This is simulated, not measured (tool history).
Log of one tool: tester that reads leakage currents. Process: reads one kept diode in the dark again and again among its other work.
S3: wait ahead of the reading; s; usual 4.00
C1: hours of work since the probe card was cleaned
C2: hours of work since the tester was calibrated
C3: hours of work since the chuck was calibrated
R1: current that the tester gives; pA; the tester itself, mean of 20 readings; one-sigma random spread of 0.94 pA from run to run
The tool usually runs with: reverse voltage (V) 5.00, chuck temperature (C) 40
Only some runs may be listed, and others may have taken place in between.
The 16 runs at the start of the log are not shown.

run 17 day=127.692 | reverse_voltage_(V)=5.00 chuck_temperature_(C)=40 S3=4.00 | C1=765 C2=3287 C3=399 | R1=324.93
run 18 day=133.912 | reverse_voltage_(V)=5.00 chuck_temperature_(C)=40 S3=1.03 | C1=851 C2=3372 C3=485 | R1=327.66
run 19 day=142.321 | reverse_voltage_(V)=5.00 chuck_temperature_(C)=40 S3=1.03 | C1=967 C2=3489 C3=601 | R1=327.76
run 20 day=147.921 | reverse_voltage_(V)=5.00 chuck_temperature_(C)=59 S3=4.00 | C1=1044 C2=3566 C3=678 | R1=1398.39
run 21 day=152.742 | reverse_voltage_(V)=1.44 chuck_temperature_(C)=26 S3=6.09 | C1=1111 C2=3633 C3=745 | R1=59.88
run 22 day=159.988 | reverse_voltage_(V)=5.00 chuck_temperature_(C)=30 S3=4.00 | C1=1211 C2=3733 C3=845 | R1=146.09
-- day=160.942 tester calibrated
-- day=166.625 probe card cleaned and baked
run 23 day=171.283 | reverse_voltage_(V)=6.29 chuck_temperature_(C)=30 S3=0.31 | C1=64 C2=141 C3=998 | R1=164.05
run 24 day=181.854 | reverse_voltage_(V)=2.61 chuck_temperature_(C)=56 S3=2.89 | C1=211 C2=287 C3=1145 | R1=874.65
run 25 day=189.700 | reverse_voltage_(V)=2.61 chuck_temperature_(C)=56 S3=2.89 | C1=319 C2=396 C3=1253 | R1=877.08
run 26 day=198.429 | reverse_voltage_(V)=5.64 chuck_temperature_(C)=55 S3=2.84 | C1=440 C2=516 C3=1374 | R1=1130.17
run 27 day=203.275 | reverse_voltage_(V)=4.07 chuck_temperature_(C)=22 S3=1.16 | C1=507 C2=583 C3=1441 | R1=67.99
-- day=208.779 tester calibrated, once more
run 28 day=210.988 | reverse_voltage_(V)=5.49 chuck_temperature_(C)=40 S3=4.00 | C1=612 C2=31 C3=1546 | R1=345.25
run 29 day=219.612 | reverse_voltage_(V)=5.49 chuck_temperature_(C)=22 S3=1.81 | C1=731 C2=150 C3=1665 | R1=76.69
run 30 day=227.233 | reverse_voltage_(V)=5.49 chuck_temperature_(C)=22 S3=1.81 | C1=837 C2=255 C3=1771 | R1=77.46
run 31 day=233.108 | reverse_voltage_(V)=3.58 chuck_temperature_(C)=46 S3=9.04 | C1=918 C2=336 C3=1852 | R1=469.10
run 32 day=241.488 | reverse_voltage_(V)=3.58 chuck_temperature_(C)=46 S3=9.04 | C1=1034 C2=452 C3=1968 | R1=473.01
run 33 day=248.262 | reverse_voltage_(V)=3.58 chuck_temperature_(C)=29 S3=9.04 | C1=1127 C2=546 C3=2061 | R1=119.55
run 34 day=259.025 | reverse_voltage_(V)=3.46 chuck_temperature_(C)=29 S3=0.37 | C1=1276 C2=694 C3=2210 | R1=119.96
-- day=260.792 probe card cleaned and baked
run 35 day=265.908 | reverse_voltage_(V)=1.13 chuck_temperature_(C)=40 S3=4.73 | C1=71 C2=788 C3=2303 | R1=182.00
run 36 day=272.504 | reverse_voltage_(V)=1.13 chuck_temperature_(C)=47 S3=0.86 | C1=162 C2=879 C3=2395 | R1=317.78
-- day=279.558 chuck's temperature calibrated
run 37 day=280.833 | reverse_voltage_(V)=16.79 chuck_temperature_(C)=26 S3=0.69 | C1=276 C2=993 C3=18 | R1=169.70
run 38 day=289.804 | reverse_voltage_(V)=16.79 chuck_temperature_(C)=26 S3=0.69 | C1=400 C2=1117 C3=142 | R1=171.01
run 39 day=299.833 | reverse_voltage_(V)=1.34 chuck_temperature_(C)=22 S3=0.89 | C1=538 C2=1256 C3=280 | R1=39.82

Each row is a separate what-if for the run after 39, all from the same tool condition, not one after another. Results?
run A day=309.842 | reverse_voltage_(V)=1.34 chuck_temperature_(C)=22 S3=0.38 | C1=677 C2=1394 C3=419 | R1=?
run B day=309.842 | reverse_voltage_(V)=1.34 chuck_temperature_(C)=38 S3=5.43 | C1=677 C2=1394 C3=419 | R1=?
run C day=309.842 | reverse_voltage_(V)=16.19 chuck_temperature_(C)=22 S3=3.47 | C1=677 C2=1394 C3=419 | R1=?
run D day=309.842 | reverse_voltage_(V)=2.87 chuck_temperature_(C)=49 S3=4.00 | C1=677 C2=1394 C3=419 | R1=?

run=A R1=40.75
run=B R1=158.73
run=C R1=121.14
run=D R1=522.60
Without the tool's hidden state the same runs would have given:
run=A R1=38.56
run=B R1=152.16
run=C R1=109.86
run=D R1=502.65
